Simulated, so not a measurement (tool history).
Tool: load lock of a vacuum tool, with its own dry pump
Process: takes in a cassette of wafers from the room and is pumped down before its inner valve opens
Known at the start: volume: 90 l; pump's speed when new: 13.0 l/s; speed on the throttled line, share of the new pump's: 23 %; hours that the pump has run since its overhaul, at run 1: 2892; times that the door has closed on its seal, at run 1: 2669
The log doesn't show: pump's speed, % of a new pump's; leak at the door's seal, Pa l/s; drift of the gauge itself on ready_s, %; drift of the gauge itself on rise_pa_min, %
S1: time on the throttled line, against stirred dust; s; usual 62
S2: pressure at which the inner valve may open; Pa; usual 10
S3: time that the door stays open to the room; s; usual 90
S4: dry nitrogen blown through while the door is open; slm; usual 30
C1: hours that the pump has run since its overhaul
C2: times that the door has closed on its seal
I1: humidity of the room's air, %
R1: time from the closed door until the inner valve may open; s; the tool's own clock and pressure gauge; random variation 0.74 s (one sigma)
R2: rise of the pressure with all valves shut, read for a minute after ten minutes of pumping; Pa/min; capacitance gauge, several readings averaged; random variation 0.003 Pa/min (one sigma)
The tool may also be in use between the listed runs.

Run 1, hour 0: usual settings; C1 2892; C2 2669; I1 47. Result: R1 114.7 s, R2 0.038 Pa/min.
Run 2, hour 344: usual settings; C1 3236; C2 3590; I1 44.1. Result: R1 113.9 s, R2 0.039 Pa/min.
Run 3, hour 662.8: usual settings; C1 3555; C2 4445; I1 45.5. Result: R1 114.5 s, R2 0.053 Pa/min.
Run 4, hour 1107.5: usual settings; C1 3999; C2 5636; I1 43.1. Result: R1 115 s, R2 0.065 Pa/min.
Run 5, hour 1631.9: usual settings but S1 48 s; C1 4524; C2 7041; I1 46.5. Result: R1 105.6 s, R2 0.077 Pa/min.
Run 6, hour 2211.3: usual settings but S1 48 s; C1 5103; C2 8594; I1 42.4. Result: R1 106.1 s, R2 0.093 Pa/min.
Run 7, hour 2810.7: usual settings but S1 48 s; C1 5703; C2 10200; I1 43.6. Result: R1 106.6 s, R2 0.115 Pa/min.
Run 8, hour 3178.6: usual settings but S1 48 s; C1 6071; C2 11186; I1 43.8. Result: R1 105.3 s, R2 0.131 Pa/min.
Run 9, hour 3765: usual settings but S1 48 s; C1 6657; C2 12757; I1 47. Result: R1 106.8 s, R2 0.15 Pa/min.
Run 10, hour 4356.6: usual settings; C1 7249; C2 14342; I1 46.1. Result: R1 118.9 s, R2 0.171 Pa/min.
Run 11, hour 4646.4: usual settings; C1 7538; C2 15119; I1 49.1. Result: R1 119.5 s, R2 0.185 Pa/min.
Run 12, hour 5094.1: usual settings but S3 28 s, S4 13 slm; C1 7986; C2 16318; I1 48.7. Result: R1 119.2 s, R2 0.214 Pa/min.
Run 13, hour 5369.3: usual settings but S1 65 s, S3 28 s, S4 8 slm; C1 8261; C2 17056; I1 45.2. Result: R1 123.4 s, R2 0.224 Pa/min.
Run 14, hour 5958.6: usual settings but S3 52 s; C1 8851; C2 18635; I1 42.9. Result: R1 120.3 s, R2 0.251 Pa/min.
Run 15, hour 6432.9: usual settings but S1 68 s, S2 18 Pa, S3 52 s, S4 32 slm; C1 9325; C2 19906; I1 44. Result: R1 119.6 s, R2 0.278 Pa/min.
Run 16, hour 6832.8: usual settings but S1 68 s, S2 18 Pa, S3 52 s, S4 32 slm; C1 9725; C2 20977; I1 43.9. Result: R1 120.4 s, R2 0.295 Pa/min.
Run 17, hour 7162.9: usual settings but S1 89 s, S2 17 Pa, S3 62 s, S4 16 slm; C1 10055; C2 21862; I1 40.8. Result: R1 134.8 s, R2 0.332 Pa/min.
Run 18, hour 7614.4: usual settings but S2 7 Pa, S3 188 s, S4 12 slm; C1 10506; C2 23072; I1 43.5. Result: R1 124.7 s, R2 0.367 Pa/min.
At hour 7787.1: dry pump taken out, an overhauled one fitted.
Run 19, hour 7931.9: usual settings but S1 34 s, S3 63 s; C1 145; C2 23906; I1 46. Result: R1 90 s, R2 0.36 Pa/min.
Run 20, hour 8496.3: usual settings but S1 34 s, S3 63 s; C1 709; C2 25418; I1 48. Result: R1 91.7 s, R2 0.395 Pa/min.
Run 21, hour 8841.7: usual settings but S1 34 s, S3 63 s; C1 1055; C2 26344; I1 45. Result: R1 90.1 s, R2 0.425 Pa/min.

Forecast each of these 4 alternatives for the next run:
Run A, hour 9150.6: usual settings but S1 34 s, S2 19 Pa, S3 47 s, S4 6 slm; C1 1364; C2 27172; I1 45.7. Result: R1 ?, R2 ?.
Run B, hour 9150.6: usual settings but S4 31 slm; C1 1364; C2 27172; I1 47.7. Result: R1 ?, R2 ?.
Run C, hour 9150.6: usual settings but S1 50 s, S3 109 s, S4 28 slm; C1 1364; C2 27172; I1 47. Result: R1 ?, R2 ?.
Run D, hour 9150.6: usual settings but S1 39 s, S3 32 s, S4 8 slm; C1 1364; C2 27172; I1 44.9. Result: R1 ?, R2 ?.

run     R1     R2
  A   85.2  0.449
  B  112.4  0.451
  C  103.5  0.458
  D   95.5  0.462
Without the tool's hidden state the same runs would have given:
run     R1     R2
  A   85.5  0.036
  B  112.5  0.035
  C  103.7  0.033
  D   95.8  0.033
